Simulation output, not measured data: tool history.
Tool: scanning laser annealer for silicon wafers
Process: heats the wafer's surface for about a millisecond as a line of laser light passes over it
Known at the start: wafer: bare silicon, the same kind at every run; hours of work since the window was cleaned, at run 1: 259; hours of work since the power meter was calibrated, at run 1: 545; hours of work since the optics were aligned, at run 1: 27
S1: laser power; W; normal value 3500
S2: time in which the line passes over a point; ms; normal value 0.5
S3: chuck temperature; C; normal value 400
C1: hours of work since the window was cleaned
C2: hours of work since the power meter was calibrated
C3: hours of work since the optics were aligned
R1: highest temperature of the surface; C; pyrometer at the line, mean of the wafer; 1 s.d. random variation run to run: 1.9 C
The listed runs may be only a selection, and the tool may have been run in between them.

| run | hour | S1 | S2 | S3 | C1 | C2 | C3 | R1 |
|---|---|---|---|---|---|---|---|---|
| 1 | 0 | 3500 | 0.5 | 400 | 259 | 545 | 27 | 1207 |
| 2 | 15.2 | 3500 | 0.5 | 400 | 271 | 557 | 38 | 1205 |
| 3 | 33.9 | 3232 | 0.5 | 400 | 286 | 572 | 53 | 1141 |
| 4 | 52 | 3232 | 0.5 | 400 | 300 | 586 | 67 | 1137 |
| 5 | 68.2 | 3500 | 0.5 | 383 | 312 | 599 | 80 | 1186 |
| 6 | 78.8 | 3500 | 0.5 | 383 | 321 | 607 | 88 | 1184 |
| 7 | 89.9 | 3667 | 0.355 | 378 | 329 | 616 | 97 | 1084 |
| 8 | 97.7 | 3720 | 0.419 | 382 | 335 | 622 | 103 | 1161 |
|  | 104.2 | optics aligned, line set to its width |
| 9 | 121.1 | 3290 | 0.423 | 382 | 350 | 636 | 13 | 1071 |
| 10 | 129.4 | 3290 | 0.423 | 382 | 356 | 643 | 20 | 1070 |
| 11 | 138.1 | 3500 | 0.595 | 400 | 363 | 649 | 27 | 1272 |

Forecast each of these 4 alternatives for the next run:
| A | 149.3 | 3029 | 0.595 | 379 | 372 | 658 | 35 | ? |
| B | 149.3 | 3236 | 0.556 | 400 | 372 | 658 | 35 | ? |
| C | 149.3 | 3500 | 0.5 | 361 | 372 | 658 | 35 | ? |
| D | 149.3 | 3039 | 0.5 | 410 | 372 | 658 | 35 | ? |

| run | R1 |
|---|---|
| A | 1131 |
| B | 1174 |
| C | 1158 |
| D | 1099 |
Stripped of hidden state, with their random variation kept, the same runs would have yielded:
| run | R1 |
|---|---|
| A | 1156 |
| B | 1200 |
| C | 1184 |
| D | 1122 |
